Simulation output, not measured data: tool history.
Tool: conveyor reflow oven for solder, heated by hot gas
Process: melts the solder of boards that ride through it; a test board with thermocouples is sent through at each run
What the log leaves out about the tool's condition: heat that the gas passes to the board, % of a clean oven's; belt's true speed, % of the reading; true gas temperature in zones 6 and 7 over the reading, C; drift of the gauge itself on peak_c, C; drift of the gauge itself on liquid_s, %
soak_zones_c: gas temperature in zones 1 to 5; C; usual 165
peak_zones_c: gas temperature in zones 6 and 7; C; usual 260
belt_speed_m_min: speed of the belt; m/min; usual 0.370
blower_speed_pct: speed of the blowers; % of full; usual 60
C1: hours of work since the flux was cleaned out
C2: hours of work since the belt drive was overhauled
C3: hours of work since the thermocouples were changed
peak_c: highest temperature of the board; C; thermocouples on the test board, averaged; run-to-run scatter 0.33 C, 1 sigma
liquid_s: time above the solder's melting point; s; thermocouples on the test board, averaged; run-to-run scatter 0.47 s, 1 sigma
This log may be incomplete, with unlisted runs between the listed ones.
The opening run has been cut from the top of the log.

Run 2, hour 25.9: usual settings but belt_speed_m_min 0.363 m/min; C1 204; C2 26; C3 796. Result: peak_c 241.6 C, liquid_s 68.6 s.
Run 3, hour 43.7: usual settings but belt_speed_m_min 0.363 m/min; C1 211; C2 34; C3 804. Result: peak_c 241.5 C, liquid_s 67.7 s.
Run 4, hour 55.9: usual settings but belt_speed_m_min 0.363 m/min; C1 216; C2 39; C3 809. Result: peak_c 241.0 C, liquid_s 67.6 s.
Run 5, hour 72.4: usual settings but belt_speed_m_min 0.363 m/min; C1 223; C2 46; C3 816. Result: peak_c 240.9 C, liquid_s 67.1 s.
Run 6, hour 94.9: usual settings; C1 233; C2 55; C3 825. Result: peak_c 241.0 C, liquid_s 64.9 s.
Run 7, hour 107.7: usual settings; C1 238; C2 60; C3 830. Result: peak_c 240.8 C, liquid_s 65.1 s.
Run 8, hour 118.5: usual settings; C1 242; C2 65; C3 835. Result: peak_c 240.4 C, liquid_s 64.6 s.
Run 9, hour 140.0: usual settings but soak_zones_c 174 C; C1 251; C2 74; C3 844. Result: peak_c 242.2 C, liquid_s 71.9 s.
Run 10, hour 152.5: usual settings but peak_zones_c 261 C; C1 257; C2 79; C3 849. Result: peak_c 241.1 C, liquid_s 66.0 s.
Run 11, hour 170.4: usual settings; C1 264; C2 86; C3 856. Result: peak_c 240.5 C, liquid_s 65.2 s.
Run 12, hour 182.0: usual settings; C1 269; C2 91; C3 861. Result: peak_c 240.0 C, liquid_s 65.0 s.
Run 13, hour 196.2: usual settings; C1 275; C2 97; C3 867. Result: peak_c 240.1 C, liquid_s 65.0 s.
Run 14, hour 221.2: usual settings; C1 285; C2 107; C3 878. Result: peak_c 240.3 C, liquid_s 64.5 s.
Run 15, hour 238.9: usual settings; C1 292; C2 115; C3 885. Result: peak_c 240.4 C, liquid_s 63.9 s.
Run 16, hour 256.1: usual settings; C1 300; C2 122; C3 892. Result: peak_c 240.4 C, liquid_s 64.6 s.
Run 17, hour 269.7: usual settings but peak_zones_c 251 C, belt_speed_m_min 0.302 m/min, blower_speed_pct 71 % of full; C1 305; C2 127; C3 898. Result: peak_c 240.0 C, liquid_s 86.4 s.

The next listed run, before its measurement:
Run 18, hour 284.2: usual settings but peak_zones_c 251 C, belt_speed_m_min 0.302 m/min, blower_speed_pct 71 % of full; C1 311; C2 134; C3 904. Result: peak_c ?, liquid_s ?.

Run 18 measured peak_c 240.3 C, liquid_s 86.9 s.
Were there no unlogged condition in the tool, this run, its random variation unchanged, would have produced peak_c 242.8 C, liquid_s 91.7 s.
